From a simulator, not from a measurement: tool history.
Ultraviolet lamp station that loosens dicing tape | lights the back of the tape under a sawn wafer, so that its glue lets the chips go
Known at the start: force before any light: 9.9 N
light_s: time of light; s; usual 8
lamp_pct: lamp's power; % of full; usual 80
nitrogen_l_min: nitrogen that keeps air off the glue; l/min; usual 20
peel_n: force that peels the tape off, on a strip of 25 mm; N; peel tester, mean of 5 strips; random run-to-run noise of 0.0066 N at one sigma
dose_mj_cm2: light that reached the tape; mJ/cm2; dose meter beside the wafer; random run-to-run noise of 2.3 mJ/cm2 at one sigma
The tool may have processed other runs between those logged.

run 1 hour=0.0 | light_s=8 lamp_pct=80 nitrogen_l_min=20 | peel_n=0.219 dose_mj_cm2=223
run 2 hour=21.8 | light_s=8 lamp_pct=80 nitrogen_l_min=20 | peel_n=0.213 dose_mj_cm2=224
run 3 hour=47.0 | light_s=8 lamp_pct=80 nitrogen_l_min=20 | peel_n=0.209 dose_mj_cm2=225
run 4 hour=62.2 | light_s=8 lamp_pct=80 nitrogen_l_min=20 | peel_n=0.208 dose_mj_cm2=223
run 5 hour=76.3 | light_s=8 lamp_pct=80 nitrogen_l_min=20 | peel_n=0.215 dose_mj_cm2=231
run 6 hour=98.2 | light_s=8 lamp_pct=80 nitrogen_l_min=20 | peel_n=0.211 dose_mj_cm2=227
run 7 hour=119.3 | light_s=8 lamp_pct=80 nitrogen_l_min=20 | peel_n=0.212 dose_mj_cm2=224
-- hour=127.8 window cleaned of glue's vapour
run 8 hour=135.3 | light_s=8 lamp_pct=80 nitrogen_l_min=20 | peel_n=0.226 dose_mj_cm2=225
run 9 hour=158.8 | light_s=8 lamp_pct=80 nitrogen_l_min=20 | peel_n=0.219 dose_mj_cm2=231
run 10 hour=180.6 | light_s=8 lamp_pct=80 nitrogen_l_min=20 | peel_n=0.203 dose_mj_cm2=233
run 11 hour=204.8 | light_s=8 lamp_pct=80 nitrogen_l_min=20 | peel_n=0.215 dose_mj_cm2=225
run 12 hour=217.0 | light_s=8 lamp_pct=80 nitrogen_l_min=20 | peel_n=0.218 dose_mj_cm2=225
run 13 hour=234.8 | light_s=8 lamp_pct=68 nitrogen_l_min=20 | peel_n=0.302 dose_mj_cm2=193
run 14 hour=249.8 | light_s=8 lamp_pct=91 nitrogen_l_min=20 | peel_n=0.168 dose_mj_cm2=260
run 15 hour=265.3 | light_s=8 lamp_pct=91 nitrogen_l_min=20 | peel_n=0.168 dose_mj_cm2=262
run 16 hour=286.4 | light_s=8 lamp_pct=91 nitrogen_l_min=20 | peel_n=0.173 dose_mj_cm2=259
run 17 hour=307.2 | light_s=6 lamp_pct=80 nitrogen_l_min=20 | peel_n=0.426 dose_mj_cm2=170
run 18 hour=321.6 | light_s=6 lamp_pct=80 nitrogen_l_min=20 | peel_n=0.437 dose_mj_cm2=166
run 19 hour=334.9 | light_s=14 lamp_pct=80 nitrogen_l_min=20 | peel_n=0.115 dose_mj_cm2=391
run 20 hour=349.7 | light_s=8 lamp_pct=89 nitrogen_l_min=20 | peel_n=0.172 dose_mj_cm2=248
run 21 hour=369.3 | light_s=8 lamp_pct=89 nitrogen_l_min=20 | peel_n=0.162 dose_mj_cm2=251
run 22 hour=384.2 | light_s=8 lamp_pct=89 nitrogen_l_min=20 | peel_n=0.168 dose_mj_cm2=249
run 23 hour=397.3 | light_s=8 lamp_pct=94 nitrogen_l_min=22 | peel_n=0.153 dose_mj_cm2=267
run 24 hour=423.5 | light_s=7 lamp_pct=80 nitrogen_l_min=20 | peel_n=0.293 dose_mj_cm2=197
run 25 hour=442.7 | light_s=8 lamp_pct=77 nitrogen_l_min=39 | peel_n=0.151 dose_mj_cm2=220
run 26 hour=463.0 | light_s=8 lamp_pct=85 nitrogen_l_min=8 | peel_n=0.448 dose_mj_cm2=236
run 27 hour=483.3 | light_s=8 lamp_pct=74 nitrogen_l_min=12 | peel_n=0.411 dose_mj_cm2=211
run 28 hour=494.3 | light_s=11 lamp_pct=91 nitrogen_l_min=22 | peel_n=0.119 dose_mj_cm2=357
-- hour=513.5 window cleaned of glue's vapour
run 29 hour=517.4 | light_s=5 lamp_pct=91 nitrogen_l_min=16 | peel_n=0.606 dose_mj_cm2=159
run 30 hour=530.5 | light_s=16 lamp_pct=71 nitrogen_l_min=22 | peel_n=0.112 dose_mj_cm2=402
run 31 hour=550.6 | light_s=6 lamp_pct=80 nitrogen_l_min=24 | peel_n=0.354 dose_mj_cm2=169
run 32 hour=570.7 | light_s=6 lamp_pct=80 nitrogen_l_min=24 | peel_n=0.345 dose_mj_cm2=169
run 33 hour=596.2 | light_s=6 lamp_pct=80 nitrogen_l_min=24 | peel_n=0.375 dose_mj_cm2=171
run 34 hour=617.8 | light_s=6 lamp_pct=80 nitrogen_l_min=24 | peel_n=0.359 dose_mj_cm2=170
run 35 hour=629.1 | light_s=4 lamp_pct=96 nitrogen_l_min=20 | peel_n=0.756 dose_mj_cm2=137
run 36 hour=652.0 | light_s=8 lamp_pct=81 nitrogen_l_min=19 | peel_n=0.211 dose_mj_cm2=232
run 37 hour=666.8 | light_s=8 lamp_pct=81 nitrogen_l_min=19 | peel_n=0.231 dose_mj_cm2=224
run 38 hour=689.2 | light_s=8 lamp_pct=81 nitrogen_l_min=19 | peel_n=0.214 dose_mj_cm2=225
run 39 hour=714.1 | light_s=7 lamp_pct=80 nitrogen_l_min=37 | peel_n=0.177 dose_mj_cm2=201
run 40 hour=732.3 | light_s=6 lamp_pct=95 nitrogen_l_min=9 | peel_n=0.652 dose_mj_cm2=202
run 41 hour=751.5 | light_s=8 lamp_pct=60 nitrogen_l_min=11 | peel_n=0.788 dose_mj_cm2=168
run 42 hour=768.4 | light_s=8 lamp_pct=88 nitrogen_l_min=11 | peel_n=0.299 dose_mj_cm2=249
run 43 hour=790.3 | light_s=14 lamp_pct=80 nitrogen_l_min=19 | peel_n=0.121 dose_mj_cm2=390
run 44 hour=813.3 | light_s=14 lamp_pct=80 nitrogen_l_min=19 | peel_n=0.116 dose_mj_cm2=399

3 options for the next run, each taken on its own from the tool as it stands now. Forecast them:
run A hour=826.7 | light_s=8 lamp_pct=73 nitrogen_l_min=20 | peel_n=? dose_mj_cm2=?
run B hour=826.7 | light_s=4 lamp_pct=80 nitrogen_l_min=19 | peel_n=? dose_mj_cm2=?
run C hour=826.7 | light_s=5 lamp_pct=80 nitrogen_l_min=19 | peel_n=? dose_mj_cm2=?

run=A peel_n=0.257 dose_mj_cm2=204
run=B peel_n=1.170 dose_mj_cm2=115
run=C peel_n=0.719 dose_mj_cm2=140
The same runs, with their run-to-run variation unchanged, on a tool lacking any hidden condition would have given:
run=A peel_n=0.256 dose_mj_cm2=204
run=B peel_n=1.164 dose_mj_cm2=115
run=C peel_n=0.715 dose_mj_cm2=141
